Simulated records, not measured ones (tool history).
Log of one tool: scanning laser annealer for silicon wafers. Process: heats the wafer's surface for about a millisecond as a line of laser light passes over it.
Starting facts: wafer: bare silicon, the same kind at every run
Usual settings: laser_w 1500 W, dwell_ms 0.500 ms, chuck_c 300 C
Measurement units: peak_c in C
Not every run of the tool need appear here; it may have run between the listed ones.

| run | hour | laser_w | dwell_ms | chuck_c | peak_c |
|---|---|---|---|---|---|
| 1 | 0.0 | 1500 | 0.500 | 300 | 1100 |
| 2 | 59.9 | 1500 | 0.500 | 300 | 1098 |
| 3 | 95.0 | 1500 | 0.500 | 300 | 1097 |
| 4 | 153.6 | 1500 | 0.500 | 300 | 1098 |
| 5 | 214.6 | 1500 | 0.500 | 300 | 1096 |
| 6 | 261.0 | 1500 | 0.500 | 300 | 1092 |
| 7 | 309.9 | 1500 | 0.500 | 300 | 1093 |
| 8 | 381.4 | 1500 | 0.500 | 300 | 1089 |
| 9 | 448.5 | 1500 | 0.500 | 300 | 1096 |
| 10 | 515.7 | 1500 | 0.500 | 300 | 1086 |
| 11 | 579.9 | 1500 | 0.500 | 300 | 1087 |
| 12 | 610.6 | 1500 | 0.500 | 300 | 1086 |
| 13 | 665.1 | 1642 | 0.500 | 300 | 1154 |
| 14 | 733.2 | 1500 | 0.500 | 300 | 1084 |
| 15 | 789.0 | 1500 | 0.500 | 300 | 1082 |
| 16 | 852.0 | 1500 | 0.500 | 300 | 1082 |

Predict the results of run 17:
| 17 | 894.7 | 1393 | 0.423 | 330 | ? |

Run 17 produced peak_c 993 C.
On a tool with no hidden condition, and with the same random variation, this run would have come out at peak_c 1027 C.
